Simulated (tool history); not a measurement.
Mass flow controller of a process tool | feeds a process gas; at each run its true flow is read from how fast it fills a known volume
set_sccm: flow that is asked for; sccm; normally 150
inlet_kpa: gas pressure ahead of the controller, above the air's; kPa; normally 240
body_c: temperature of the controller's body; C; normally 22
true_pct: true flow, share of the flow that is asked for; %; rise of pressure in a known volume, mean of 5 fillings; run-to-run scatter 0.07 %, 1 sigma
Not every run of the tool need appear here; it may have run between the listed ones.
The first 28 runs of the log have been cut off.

run    hour  set_sccm  inlet_kpa  body_c  hours of work since the controller was set to zero  hours of work since the controller was changed  true_pct
 29  1607.9        60        202      24                                                 982                                             982     99.06
 30  1661.9        60        202      24                                                1000                                            1000     98.91
 31  1743.3       458        229      29                                                1026                                            1026    100.27
 32  1816.5        97        219      20                                                1050                                            1050     98.29
 33  1896.3       497        253      24                                                1075                                            1075    100.22
 34  1948.3       497        253      24                                                1092                                            1092    100.28
 35  2016.3       143        240      22                                                1114                                            1114     98.39
 36  2061.9       138        240      20                                                1129                                            1129     98.46
 37  2118.6       144        179      22                                                1147                                            1147     98.25
 38  2158.9       144        179      22                                                1160                                            1160     98.13
 39  2220.8       179        149      21                                                1180                                            1180     98.12
 40  2258.2        55        195      36                                                1192                                            1192    100.27
 41  2338.3       265        216      35                                                1217                                            1217     99.69
 42  2388.6       150        262      22                                                1234                                            1234     98.53
 43  2462.3       451        225      36                                                1257                                            1257    100.73
 44  2522.8       451        225      36                                                1277                                            1277    100.72
 45  2571.5       451        264      27                                                1293                                            1293     100.3
 46    2618       143        177      38                                                1308                                            1308     99.44
 47  2697.8       125        202      22                                                1333                                            1333     98.47
 48  2734.6       150        199      33                                                1345                                            1345     99.17
 49  2772.4       150        199      33                                                1357                                            1357     99.19

Each row is a separate what-if for the run after 49, all from the same tool condition, not one after another. Results?
  A  2844.6       150        146      33                                                1381                                            1381         ?
  B  2844.6       150        232      35                                                1381                                            1381         ?
  C  2844.6       150        248      33                                                1381                                            1381         ?
  D  2844.6        55        255      21                                                1381                                            1381         ?

run  true_pct
  A     98.93
  B     99.48
  C     99.39
  D      99.8
Had the tool no hidden state, the same runs would have come out as:
run  true_pct
  A     98.15
  B      98.7
  C     98.61
  D     97.28
